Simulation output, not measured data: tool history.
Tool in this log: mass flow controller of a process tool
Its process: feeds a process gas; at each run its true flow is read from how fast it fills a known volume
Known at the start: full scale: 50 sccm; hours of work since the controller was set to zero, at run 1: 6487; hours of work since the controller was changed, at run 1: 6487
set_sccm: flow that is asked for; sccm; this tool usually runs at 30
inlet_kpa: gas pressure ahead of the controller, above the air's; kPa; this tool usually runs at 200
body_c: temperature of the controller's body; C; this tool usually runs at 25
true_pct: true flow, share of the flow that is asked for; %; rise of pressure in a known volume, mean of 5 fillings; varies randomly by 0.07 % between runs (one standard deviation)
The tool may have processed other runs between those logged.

run    hour  set_sccm  inlet_kpa  body_c  hours of work since the controller was set to zero  hours of work since the controller was changed  true_pct
  1       0        30        200      25                                                6487                                            6487     99.34
  2   427.7        30        149      25                                                6708                                            6708     99.31
  3   807.7        30        200      31                                                6904                                            6904     99.95
  4  1122.1        30        200      31                                                7066                                            7066     99.96
  5  1311.7        25        200      31                                                7164                                            7164     99.52
  6  1514.6        25        200      31                                                7269                                            7269      99.4
  7  1701.1        25        200      38                                                7365                                            7365    100.31
  8  1909.7        25        200      38                                                7473                                            7473    100.19
  9  2318.6        25        200      25                                                7684                                            7684      98.8
     2345.1  -- controller's zero set anew
 10  2636.7        25        200      25                                                 151                                            7848    100.29
 11  2996.2        30        200      25                                                 336                                            8034    100.57
 12  3281.2        30        151      25                                                 483                                            8181    100.76
 13  3510.2        30        151      25                                                 602                                            8299    100.68
 14  3780.6        30        151      25                                                 741                                            8439    100.64
 15  4159.7        30        151      25                                                 937                                            8634    100.55
 16  4517.1        30        151      25                                                1121                                            8819    100.62
 17  4846.8        28        200      25                                                1292                                            8989    100.42
 18  5055.1         7        144      39                                                1399                                            9097    100.47
 19  5292.5         7        144      39                                                1522                                            9219    100.24
 20  5632.1        26        279      20                                                1697                                            9395     99.65
 21  5947.2        26        279      20                                                1860                                            9557     99.67
 22  6265.9        25        246      20                                                2024                                            9722     99.61
 23  6512.2         9        272      30                                                2152                                            9849     99.19
 24    6839         9        272      30                                                2320                                           10018     99.11
 25  7102.2        28        200      28                                                2456                                           10154    100.81
 26  7511.5        28        200      28                                                2667                                           10365    100.84
 27  7772.3        28        219      34                                                2802                                           10500    101.42
 28    8146        28        219      34                                                2995                                           10693    101.33
 29  8511.5        30        200      32                                                3184                                           10881    101.33
 30  8926.3        15        193      25                                                3398                                           11095     99.38
 31    9290         9        193      25                                                3586                                           11283     98.36
 32  9531.9         9        259      24                                                3711                                           11408     98.06
 33  9957.4         9        259      24                                                3930                                           11628     98.03

Subtracting, for every run, the result it would have given without the tool's unlogged condition from the measured result gives the following. The same run-to-run variation enters both numbers; the gauge's scatter may not:
The hidden state here: flow at rest that the sensor doesn't see, % of full scale; true flow over the shown one, %; drift of the gauge itself on true_pct, %.
run  true_pct
  1     +0.12
  2     +0.12
  3     +0.12
  4     +0.12
  5     -0.11
  6     -0.11
  7     -0.11
  8     -0.11
  9     -0.12
 10     +1.34
 11     +1.35
 12     +1.35
 13     +1.36
 14     +1.36
 15     +1.36
 16     +1.36
 17     +1.36
 18     +0.59
 19     +0.52
 20     +1.34
 21     +1.33
 22     +1.31
 23     +0.55
 24      +0.5
 25     +1.36
 26     +1.37
 27     +1.37
 28     +1.38
 29     +1.41
 30     +0.87
 31     +0.08
 32     +0.04
 33     -0.03

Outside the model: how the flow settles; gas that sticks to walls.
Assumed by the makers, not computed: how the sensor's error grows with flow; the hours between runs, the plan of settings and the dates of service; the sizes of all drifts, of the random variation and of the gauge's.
